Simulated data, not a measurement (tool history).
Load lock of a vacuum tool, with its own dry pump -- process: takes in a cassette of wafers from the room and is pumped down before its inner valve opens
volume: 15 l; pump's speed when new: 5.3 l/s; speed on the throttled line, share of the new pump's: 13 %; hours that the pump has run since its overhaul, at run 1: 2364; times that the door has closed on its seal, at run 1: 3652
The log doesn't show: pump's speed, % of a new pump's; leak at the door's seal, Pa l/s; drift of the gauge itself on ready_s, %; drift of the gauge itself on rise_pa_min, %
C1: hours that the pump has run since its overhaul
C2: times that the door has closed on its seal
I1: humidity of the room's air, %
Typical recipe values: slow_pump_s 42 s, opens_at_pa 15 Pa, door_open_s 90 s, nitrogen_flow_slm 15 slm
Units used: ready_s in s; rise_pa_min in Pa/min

{"run": 1, "hour": 0.0, "slow_pump_s": 42, "opens_at_pa": 15, "door_open_s": 90, "nitrogen_flow_slm": 15, "C1": 2364, "C2": 3652, "I1": 47.8, "ready_s": 61.2, "rise_pa_min": 0.116}
{"run": 2, "hour": 205.6, "slow_pump_s": 42, "opens_at_pa": 17, "door_open_s": 90, "nitrogen_flow_slm": 15, "C1": 2570, "C2": 4558, "I1": 43.1, "ready_s": 61.6, "rise_pa_min": 0.11}
{"run": 3, "hour": 390.3, "slow_pump_s": 42, "opens_at_pa": 17, "door_open_s": 90, "nitrogen_flow_slm": 15, "C1": 2755, "C2": 5372, "I1": 40.9, "ready_s": 61.2, "rise_pa_min": 0.104}
{"run": 4, "hour": 496.4, "slow_pump_s": 42, "opens_at_pa": 17, "door_open_s": 90, "nitrogen_flow_slm": 15, "C1": 2861, "C2": 5839, "I1": 46.9, "ready_s": 61.1, "rise_pa_min": 0.121}
{"run": 5, "hour": 681.6, "slow_pump_s": 42, "opens_at_pa": 17, "door_open_s": 90, "nitrogen_flow_slm": 15, "C1": 3046, "C2": 6655, "I1": 48.2, "ready_s": 60.9, "rise_pa_min": 0.116}
{"run": 6, "hour": 929.9, "slow_pump_s": 42, "opens_at_pa": 15, "door_open_s": 94, "nitrogen_flow_slm": 15, "C1": 3294, "C2": 7749, "I1": 44, "ready_s": 61.5, "rise_pa_min": 0.114}
{"run": 7, "hour": 1146.0, "slow_pump_s": 42, "opens_at_pa": 15, "door_open_s": 94, "nitrogen_flow_slm": 15, "C1": 3510, "C2": 8702, "I1": 41.9, "ready_s": 61.4, "rise_pa_min": 0.111}
{"run": 8, "hour": 1310.0, "slow_pump_s": 32, "opens_at_pa": 15, "door_open_s": 90, "nitrogen_flow_slm": 15, "C1": 3674, "C2": 9424, "I1": 43.8, "ready_s": 53.3, "rise_pa_min": 0.118}
{"run": 9, "hour": 1540.7, "slow_pump_s": 32, "opens_at_pa": 15, "door_open_s": 50, "nitrogen_flow_slm": 15, "C1": 3905, "C2": 10441, "I1": 44.3, "ready_s": 52.7, "rise_pa_min": 0.076}
{"run": 10, "hour": 1758.5, "slow_pump_s": 42, "opens_at_pa": 15, "door_open_s": 90, "nitrogen_flow_slm": 15, "C1": 4123, "C2": 11401, "I1": 42.8, "ready_s": 61.5, "rise_pa_min": 0.11}
{"run": 11, "hour": 1983.4, "slow_pump_s": 42, "opens_at_pa": 15, "door_open_s": 90, "nitrogen_flow_slm": 15, "C1": 4348, "C2": 12392, "I1": 47.9, "ready_s": 61.5, "rise_pa_min": 0.12}
{"run": 12, "hour": 2123.2, "slow_pump_s": 42, "opens_at_pa": 15, "door_open_s": 90, "nitrogen_flow_slm": 15, "C1": 4487, "C2": 13008, "I1": 46, "ready_s": 61.6, "rise_pa_min": 0.118}
{"run": 13, "hour": 2246.6, "slow_pump_s": 42, "opens_at_pa": 15, "door_open_s": 90, "nitrogen_flow_slm": 15, "C1": 4611, "C2": 13552, "I1": 44.9, "ready_s": 61.4, "rise_pa_min": 0.118}
{"run": 14, "hour": 2421.7, "slow_pump_s": 42, "opens_at_pa": 15, "door_open_s": 90, "nitrogen_flow_slm": 15, "C1": 4786, "C2": 14323, "I1": 46.3, "ready_s": 61.8, "rise_pa_min": 0.113}
{"run": 15, "hour": 2570.0, "slow_pump_s": 42, "opens_at_pa": 15, "door_open_s": 90, "nitrogen_flow_slm": 15, "C1": 4934, "C2": 14977, "I1": 45.1, "ready_s": 61.5, "rise_pa_min": 0.113}
{"run": 16, "hour": 2690.6, "slow_pump_s": 42, "opens_at_pa": 15, "door_open_s": 90, "nitrogen_flow_slm": 12, "C1": 5055, "C2": 15508, "I1": 42.2, "ready_s": 61.9, "rise_pa_min": 0.116}
{"run": 17, "hour": 2919.5, "slow_pump_s": 26, "opens_at_pa": 15, "door_open_s": 90, "nitrogen_flow_slm": 15, "C1": 5284, "C2": 16517, "I1": 41.4, "ready_s": 47.8, "rise_pa_min": 0.107}
{"run": 18, "hour": 3141.5, "slow_pump_s": 42, "opens_at_pa": 15, "door_open_s": 90, "nitrogen_flow_slm": 4, "C1": 5506, "C2": 17495, "I1": 46.6, "ready_s": 61.4, "rise_pa_min": 0.162}
{"run": 19, "hour": 3274.2, "slow_pump_s": 24, "opens_at_pa": 15, "door_open_s": 90, "nitrogen_flow_slm": 23, "C1": 5638, "C2": 18079, "I1": 45.7, "ready_s": 45.8, "rise_pa_min": 0.102}
{"run": 20, "hour": 3510.3, "slow_pump_s": 24, "opens_at_pa": 15, "door_open_s": 40, "nitrogen_flow_slm": 21, "C1": 5875, "C2": 19120, "I1": 44.7, "ready_s": 46.3, "rise_pa_min": 0.053}
{"run": 21, "hour": 3713.6, "slow_pump_s": 24, "opens_at_pa": 15, "door_open_s": 40, "nitrogen_flow_slm": 21, "C1": 6078, "C2": 20016, "I1": 45.9, "ready_s": 45.4, "rise_pa_min": 0.06}
{"run": 22, "hour": 3849.0, "slow_pump_s": 24, "opens_at_pa": 15, "door_open_s": 40, "nitrogen_flow_slm": 21, "C1": 6213, "C2": 20613, "I1": 49.5, "ready_s": 45.9, "rise_pa_min": 0.059}
{"run": 23, "hour": 3954.3, "slow_pump_s": 25, "opens_at_pa": 21, "door_open_s": 194, "nitrogen_flow_slm": 13, "C1": 6319, "C2": 21077, "I1": 47.5, "ready_s": 45.7, "rise_pa_min": 0.221}
{"run": 24, "hour": 4200.3, "slow_pump_s": 25, "opens_at_pa": 21, "door_open_s": 194, "nitrogen_flow_slm": 13, "C1": 6565, "C2": 22161, "I1": 47.4, "ready_s": 45.6, "rise_pa_min": 0.215}
{"run": 25, "hour": 4431.6, "slow_pump_s": 25, "opens_at_pa": 21, "door_open_s": 194, "nitrogen_flow_slm": 13, "C1": 6796, "C2": 23180, "I1": 47.4, "ready_s": 45.5, "rise_pa_min": 0.221}
{"run": 26, "hour": 4658.0, "slow_pump_s": 25, "opens_at_pa": 21, "door_open_s": 79, "nitrogen_flow_slm": 5, "C1": 7022, "C2": 24177, "I1": 47.9, "ready_s": 45.8, "rise_pa_min": 0.141}
{"run": 27, "hour": 4908.7, "slow_pump_s": 25, "opens_at_pa": 21, "door_open_s": 79, "nitrogen_flow_slm": 5, "C1": 7273, "C2": 25282, "I1": 44.2, "ready_s": 45.9, "rise_pa_min": 0.129}
{"run": 28, "hour": 5104.5, "slow_pump_s": 42, "opens_at_pa": 15, "door_open_s": 90, "nitrogen_flow_slm": 11, "C1": 7469, "C2": 26145, "I1": 49, "ready_s": 61, "rise_pa_min": 0.132}
{"run": 29, "hour": 5325.6, "slow_pump_s": 42, "opens_at_pa": 15, "door_open_s": 90, "nitrogen_flow_slm": 11, "C1": 7690, "C2": 27119, "I1": 39.9, "ready_s": 61.5, "rise_pa_min": 0.113}
{"run": 30, "hour": 5486.6, "slow_pump_s": 42, "opens_at_pa": 11, "door_open_s": 90, "nitrogen_flow_slm": 11, "C1": 7851, "C2": 27829, "I1": 44.7, "ready_s": 62.8, "rise_pa_min": 0.12}
{"run": 31, "hour": 5722.6, "slow_pump_s": 42, "opens_at_pa": 29, "door_open_s": 90, "nitrogen_flow_slm": 15, "C1": 8087, "C2": 28869, "I1": 44.2, "ready_s": 59.9, "rise_pa_min": 0.113}
{"run": 32, "hour": 5915.4, "slow_pump_s": 42, "opens_at_pa": 29, "door_open_s": 90, "nitrogen_flow_slm": 31, "C1": 8280, "C2": 29719, "I1": 47.5, "ready_s": 59.4, "rise_pa_min": 0.087}
{"hour": 5994.0, "done": "door's seal changed, seat wiped"}
{"run": 33, "hour": 6099.8, "slow_pump_s": 42, "opens_at_pa": 29, "door_open_s": 90, "nitrogen_flow_slm": 31, "C1": 8463, "C2": 466, "I1": 44.5, "ready_s": 59.4, "rise_pa_min": 0.077}
{"run": 34, "hour": 6321.8, "slow_pump_s": 42, "opens_at_pa": 18, "door_open_s": 90, "nitrogen_flow_slm": 26, "C1": 8685, "C2": 1444, "I1": 44.7, "ready_s": 61.1, "rise_pa_min": 0.093}
{"run": 35, "hour": 6466.6, "slow_pump_s": 42, "opens_at_pa": 15, "door_open_s": 34, "nitrogen_flow_slm": 15, "C1": 8829, "C2": 2083, "I1": 41.7, "ready_s": 61.9, "rise_pa_min": 0.056}
{"run": 36, "hour": 6666.5, "slow_pump_s": 28, "opens_at_pa": 19, "door_open_s": 90, "nitrogen_flow_slm": 15, "C1": 9029, "C2": 2964, "I1": 45.3, "ready_s": 48.5, "rise_pa_min": 0.109}

Alternative continuations, all from the tool just after run 36; predict every row:
{"run": "A", "hour": 6858.3, "slow_pump_s": 74, "opens_at_pa": 21, "door_open_s": 43, "nitrogen_flow_slm": 15, "C1": 9221, "C2": 3809, "I1": 42.2, "ready_s": "?", "rise_pa_min": "?"}
{"run": "B", "hour": 6858.3, "slow_pump_s": 42, "opens_at_pa": 14, "door_open_s": 114, "nitrogen_flow_slm": 15, "C1": 9221, "C2": 3809, "I1": 45.3, "ready_s": "?", "rise_pa_min": "?"}
{"run": "C", "hour": 6858.3, "slow_pump_s": 26, "opens_at_pa": 19, "door_open_s": 90, "nitrogen_flow_slm": 15, "C1": 9221, "C2": 3809, "I1": 47.2, "ready_s": "?", "rise_pa_min": "?"}
{"run": "D", "hour": 6858.3, "slow_pump_s": 35, "opens_at_pa": 19, "door_open_s": 144, "nitrogen_flow_slm": 15, "C1": 9221, "C2": 3809, "I1": 43.2, "ready_s": "?", "rise_pa_min": "?"}

run=A ready_s=88.7 rise_pa_min=0.061
run=B ready_s=61.8 rise_pa_min=0.141
run=C ready_s=47.2 rise_pa_min=0.116
run=D ready_s=54.4 rise_pa_min=0.159
With the hidden condition removed and each run's random variation left untouched, the same runs would have given:
run=A ready_s=88.7 rise_pa_min=0.061
run=B ready_s=61.8 rise_pa_min=0.141
run=C ready_s=47.2 rise_pa_min=0.116
run=D ready_s=54.4 rise_pa_min=0.159

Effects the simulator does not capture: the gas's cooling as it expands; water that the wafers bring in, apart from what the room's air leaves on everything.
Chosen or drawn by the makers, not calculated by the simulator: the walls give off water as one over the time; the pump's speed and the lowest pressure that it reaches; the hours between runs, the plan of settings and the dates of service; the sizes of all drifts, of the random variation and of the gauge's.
